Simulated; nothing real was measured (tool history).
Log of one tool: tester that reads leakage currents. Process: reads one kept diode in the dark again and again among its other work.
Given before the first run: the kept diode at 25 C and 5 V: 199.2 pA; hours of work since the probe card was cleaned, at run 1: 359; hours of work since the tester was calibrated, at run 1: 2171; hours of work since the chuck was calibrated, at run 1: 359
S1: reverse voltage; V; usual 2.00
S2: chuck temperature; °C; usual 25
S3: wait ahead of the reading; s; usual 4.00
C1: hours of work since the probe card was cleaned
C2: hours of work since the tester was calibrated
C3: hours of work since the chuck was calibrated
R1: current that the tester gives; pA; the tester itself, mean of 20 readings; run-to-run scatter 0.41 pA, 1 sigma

run    hour     S1  S2    S3    C1    C2   C3       R1
  1     0.0   2.00  25  4.00   359  2171  359   130.30
  2   115.8   2.00  25  4.00   429  2240  429   129.71
  3   201.5   2.00  25  4.00   480  2292  480   128.99
  4   258.7   4.56  25  4.00   514  2326  514   179.50
  5   312.7   2.00  25  4.00   547  2358  547   127.84
  6   372.1   2.00  25  4.00   582  2394  582   126.93
      402.6  -- chuck's temperature calibrated
  7   478.3   2.00  25  4.00   645  2456   45   119.56
  8   529.2   2.00  25  4.00   675  2487   76   118.20
  9   650.3   2.00  25  4.00   748  2560  149   117.04
 10   767.3   2.00  29  4.00   818  2630  219   158.08
 11   830.0   2.00  25  4.00   856  2667  256   114.05
      903.4  -- chuck's temperature calibrated, once more
 12   922.0   2.00  25  4.00   910  2721   11   139.71
 13  1009.0   2.00  25  4.00   962  2773   63   138.10
 14  1109.1   1.58  25  4.00  1022  2833  123   124.16
     1175.6  -- probe card cleaned and baked
 15  1228.0   1.58  25  4.00    31  2903  193   123.23
 16  1279.3   1.58  25  4.00    62  2934  224   121.96
 17  1346.3   1.58  25  4.00   102  2974  264   121.48
 18  1446.6   1.58  25  9.55   163  3034  324   119.95
 19  1566.7   1.58  25  9.55   235  3106  396   119.21
 20  1646.9   6.37  26  0.73   283  3154  444   226.11
 21  1740.2   6.37  59  0.73   339  3210  500  2285.41
 22  1857.9  13.61  53  0.68   409  3281  571  2079.75
     1910.0  -- chuck's temperature calibrated
 23  1910.9  13.61  53  0.68   440  3311    1  2264.37
 24  2003.0  12.86  56  6.20   495  3367   56  2667.83
 25  2097.2  18.38  25  6.20   552  3423  112   341.45
 26  2159.1   3.64  27  0.57   589  3460  149   204.58
 27  2252.2   8.76  51  1.09   645  3516  205  1604.79
 28  2309.6   8.76  51  1.09   679  3551  240  1596.60
 29  2428.9   5.60  25  1.12   751  3622  311   203.51
 30  2519.3   5.58  24  5.50   805  3676  365   186.15
 31  2639.4   5.58  24  5.50   877  3748  438   183.73
 32  2699.5   5.58  24  5.50   913  3785  474   181.69
 33  2795.9   1.36  39  0.99   971  3842  531   313.69
 34  2872.3   1.36  39  0.99  1017  3888  577   310.58
     2914.3  -- chuck's temperature calibrated
     2950.4  -- probe card cleaned and baked
 35  2990.8   2.84  39  0.32    24  3956   44   461.33
 36  3070.9   2.84  49  5.09    72  4004   92   914.06
 37  3152.5   2.84  49  5.09   121  4053  141   903.89
 38  3212.1   2.84  49  5.09   157  4089  177   905.16

What would each run have given without the hidden state, its run-to-run variation left as it was?
Hidden state present: stray current of the dirty probe card, pA a volt; current scale over the true one, %; true chuck temperature over the reading, C; drift of the gauge itself on leakage_pa, %.
run       R1
  1   136.37
  2   137.21
  3   137.48
  4   192.01
  5   137.63
  6   137.39
  7   138.18
  8   137.23
  9   137.35
 10   186.73
 11   136.06
 12   137.33
 13   136.80
 14   124.18
 15   125.17
 16   124.46
 17   124.67
 18   124.26
 19   124.91
 20   238.21
 21  2400.69
 22  2209.93
 23  2237.11
 24  2652.87
 25   339.74
 26   206.43
 27  1628.81
 28  1628.42
 29   209.83
 30   193.33
 31   192.87
 32   191.82
 33   334.58
 34   333.44
 35   452.79
 36   903.40
 37   899.60
 38   905.16
